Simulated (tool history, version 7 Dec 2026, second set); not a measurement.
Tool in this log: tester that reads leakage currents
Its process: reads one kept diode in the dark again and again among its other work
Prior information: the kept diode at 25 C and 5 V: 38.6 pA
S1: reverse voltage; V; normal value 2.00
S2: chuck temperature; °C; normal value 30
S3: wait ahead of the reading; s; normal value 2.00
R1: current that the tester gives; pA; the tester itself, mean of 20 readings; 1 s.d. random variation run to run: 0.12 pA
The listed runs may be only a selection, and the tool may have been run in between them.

run 1 hour=0.0 | S1=2.00 S2=30 S3=2.00 | R1=38.02
run 2 hour=103.1 | S1=2.00 S2=30 S3=2.00 | R1=38.21
run 3 hour=187.7 | S1=2.00 S2=30 S3=2.00 | R1=37.99
run 4 hour=335.2 | S1=2.00 S2=30 S3=2.00 | R1=38.47
run 5 hour=408.7 | S1=2.00 S2=30 S3=2.00 | R1=38.63
run 6 hour=524.5 | S1=2.00 S2=30 S3=2.00 | R1=39.05
run 7 hour=609.6 | S1=2.00 S2=30 S3=2.00 | R1=38.92
-- hour=696.6 chuck's temperature calibrated
run 8 hour=721.3 | S1=2.00 S2=30 S3=2.00 | R1=36.74
run 9 hour=826.4 | S1=2.00 S2=30 S3=2.00 | R1=37.01
run 10 hour=890.7 | S1=2.00 S2=42 S3=2.00 | R1=97.51
run 11 hour=996.0 | S1=2.00 S2=42 S3=2.00 | R1=97.45
run 12 hour=1132.2 | S1=2.00 S2=42 S3=2.00 | R1=97.78
run 13 hour=1206.9 | S1=2.00 S2=42 S3=2.00 | R1=98.14
run 14 hour=1332.3 | S1=2.00 S2=42 S3=2.00 | R1=98.43
run 15 hour=1424.1 | S1=2.00 S2=42 S3=2.00 | R1=98.49
run 16 hour=1568.9 | S1=2.00 S2=58 S3=2.00 | R1=325.00
run 17 hour=1644.2 | S1=10.73 S2=58 S3=0.50 | R1=796.92
run 18 hour=1728.1 | S1=2.00 S2=47 S3=2.00 | R1=145.20
run 19 hour=1870.6 | S1=5.90 S2=30 S3=2.00 | R1=69.64
run 20 hour=1998.9 | S1=5.90 S2=30 S3=2.00 | R1=69.74
run 21 hour=2095.9 | S1=5.90 S2=30 S3=2.00 | R1=70.59
run 22 hour=2217.9 | S1=1.14 S2=22 S3=0.41 | R1=14.81
run 23 hour=2311.4 | S1=11.49 S2=31 S3=0.41 | R1=112.09
-- hour=2388.4 chuck's temperature calibrated
run 24 hour=2400.8 | S1=2.00 S2=30 S3=0.38 | R1=37.46
run 25 hour=2508.6 | S1=2.00 S2=30 S3=0.38 | R1=37.56

What if the next run were any one of these 5? Each begins from the tool's condition after run 25:
run A hour=2647.9 | S1=16.88 S2=36 S3=3.51 | R1=?
run B hour=2647.9 | S1=3.71 S2=54 S3=4.12 | R1=?
run C hour=2647.9 | S1=2.00 S2=30 S3=2.81 | R1=?
run D hour=2647.9 | S1=2.00 S2=38 S3=0.49 | R1=?
run E hour=2647.9 | S1=2.00 S2=45 S3=7.48 | R1=?

run=A R1=195.52
run=B R1=331.42
run=C R1=37.25
run=D R1=71.42
run=E R1=122.19
Had the tool no hidden state, the same runs would have come out as:
run=A R1=186.50
run=B R1=331.36
run=C R1=36.26
run=D R1=70.64
run=E R1=121.74
